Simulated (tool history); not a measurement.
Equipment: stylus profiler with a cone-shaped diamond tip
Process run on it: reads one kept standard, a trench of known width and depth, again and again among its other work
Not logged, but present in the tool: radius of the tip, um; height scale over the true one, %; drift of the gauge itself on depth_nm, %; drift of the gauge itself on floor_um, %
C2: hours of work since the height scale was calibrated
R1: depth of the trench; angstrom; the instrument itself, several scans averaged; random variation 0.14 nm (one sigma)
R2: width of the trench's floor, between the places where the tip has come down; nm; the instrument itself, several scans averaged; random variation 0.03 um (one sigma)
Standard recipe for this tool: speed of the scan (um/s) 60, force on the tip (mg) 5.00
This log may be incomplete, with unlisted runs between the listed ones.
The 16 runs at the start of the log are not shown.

run 17 hour=477.6 | speed_of_the_scan_(um/s)=28 force_on_the_tip_(mg)=5.00 | scans_with_this_tip=5920 C2=543 | R1=5141.2 R2=26540
run 18 hour=500.2 | speed_of_the_scan_(um/s)=28 force_on_the_tip_(mg)=5.00 | scans_with_this_tip=6076 C2=557 | R1=5139.3 R2=26480
run 19 hour=529.8 | speed_of_the_scan_(um/s)=28 force_on_the_tip_(mg)=5.00 | scans_with_this_tip=6281 C2=576 | R1=5144.1 R2=26550
run 20 hour=561.4 | speed_of_the_scan_(um/s)=70 force_on_the_tip_(mg)=6.98 | scans_with_this_tip=6500 C2=596 | R1=5175.1 R2=26350
run 21 hour=604.4 | speed_of_the_scan_(um/s)=70 force_on_the_tip_(mg)=6.98 | scans_with_this_tip=6797 C2=624 | R1=5174.2 R2=26350
run 22 hour=647.5 | speed_of_the_scan_(um/s)=26 force_on_the_tip_(mg)=4.15 | scans_with_this_tip=7095 C2=651 | R1=5127.4 R2=26510
run 23 hour=674.6 | speed_of_the_scan_(um/s)=47 force_on_the_tip_(mg)=12.42 | scans_with_this_tip=7283 C2=668 | R1=5257.9 R2=26440
run 24 hour=710.0 | speed_of_the_scan_(um/s)=47 force_on_the_tip_(mg)=2.96 | scans_with_this_tip=7528 C2=691 | R1=5102.7 R2=26270
run 25 hour=748.9 | speed_of_the_scan_(um/s)=26 force_on_the_tip_(mg)=1.77 | scans_with_this_tip=7797 C2=715 | R1=5075.2 R2=26320
run 26 hour=777.6 | speed_of_the_scan_(um/s)=26 force_on_the_tip_(mg)=1.77 | scans_with_this_tip=7995 C2=734 | R1=5075.3 R2=26360
run 27 hour=799.8 | speed_of_the_scan_(um/s)=26 force_on_the_tip_(mg)=1.77 | scans_with_this_tip=8149 C2=748 | R1=5077.5 R2=26340
run 28 hour=830.3 | speed_of_the_scan_(um/s)=131 force_on_the_tip_(mg)=12.38 | scans_with_this_tip=8360 C2=767 | R1=5254.7 R2=26090
run 29 hour=862.3 | speed_of_the_scan_(um/s)=131 force_on_the_tip_(mg)=12.38 | scans_with_this_tip=8581 C2=787 | R1=5257.8 R2=26120
run 30 hour=907.3 | speed_of_the_scan_(um/s)=25 force_on_the_tip_(mg)=7.55 | scans_with_this_tip=8892 C2=816 | R1=5187.7 R2=26460
run 31 hour=929.3 | speed_of_the_scan_(um/s)=54 force_on_the_tip_(mg)=9.01 | scans_with_this_tip=9045 C2=830 | R1=5210.0 R2=26320
run 32 hour=954.6 | speed_of_the_scan_(um/s)=43 force_on_the_tip_(mg)=13.03 | scans_with_this_tip=9219 C2=846 | R1=5264.2 R2=26330

Here are 4 independent what-if runs from the current tool condition. What would each one return?
run A hour=980.8 | speed_of_the_scan_(um/s)=51 force_on_the_tip_(mg)=5.00 | scans_with_this_tip=9401 C2=863 | R1=? R2=?
run B hour=980.8 | speed_of_the_scan_(um/s)=59 force_on_the_tip_(mg)=4.46 | scans_with_this_tip=9401 C2=863 | R1=? R2=?
run C hour=980.8 | speed_of_the_scan_(um/s)=57 force_on_the_tip_(mg)=13.03 | scans_with_this_tip=9401 C2=863 | R1=? R2=?
run D hour=980.8 | speed_of_the_scan_(um/s)=43 force_on_the_tip_(mg)=8.97 | scans_with_this_tip=9401 C2=863 | R1=? R2=?

run=A R1=5147.3 R2=26210
run=B R1=5133.6 R2=26200
run=C R1=5268.0 R2=26340
run=D R1=5210.3 R2=26330
Stripped of hidden state, with their random variation kept, the same runs would have yielded:
run=A R1=5134.3 R2=26740
run=B R1=5120.6 R2=26730
run=C R1=5254.6 R2=26870
run=D R1=5197.1 R2=26860

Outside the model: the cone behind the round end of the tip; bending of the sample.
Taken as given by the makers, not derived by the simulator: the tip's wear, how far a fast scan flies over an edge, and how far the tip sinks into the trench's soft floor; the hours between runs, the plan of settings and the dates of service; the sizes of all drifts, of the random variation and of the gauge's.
